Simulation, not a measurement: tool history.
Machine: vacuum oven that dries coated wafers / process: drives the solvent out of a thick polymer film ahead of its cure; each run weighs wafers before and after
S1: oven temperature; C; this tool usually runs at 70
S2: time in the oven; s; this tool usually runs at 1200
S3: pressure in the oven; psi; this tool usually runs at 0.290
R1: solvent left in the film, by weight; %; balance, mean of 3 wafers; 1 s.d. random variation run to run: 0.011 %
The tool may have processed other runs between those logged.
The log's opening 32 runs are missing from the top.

run	hour	S1	S2	S3	R1
33	321.4	70	1200	0.397	4.38
34	331.0	70	1200	0.397	4.37
35	337.1	59	1260	0.196	6.26
36	350.4	63	2100	0.174	3.45
37	356.9	57	1080	0.290	7.70
38	366.7	57	1080	0.290	7.65
39	372.5	65	1740	0.149	3.34
40	383.3	65	1740	0.336	4.46
41	389.0	67	840	0.957	8.64
42	399.7	70	1860	0.290	2.76
43	408.6	62	1740	0.232	4.67
44	420.1	58	960	0.371	8.09
45	431.5	74	1440	1.095	6.16

Each row is a separate what-if for the run after 45, all from the same tool condition, not one after another. Results?
A	438.4	57	1200	0.290	?
B	438.4	67	1200	0.216	?
C	438.4	69	1200	0.290	?

run	R1
A	7.42
B	4.32
C	4.14
With no hidden state in the tool, these same runs would have given:
run	R1
A	7.34
B	4.24
C	4.06
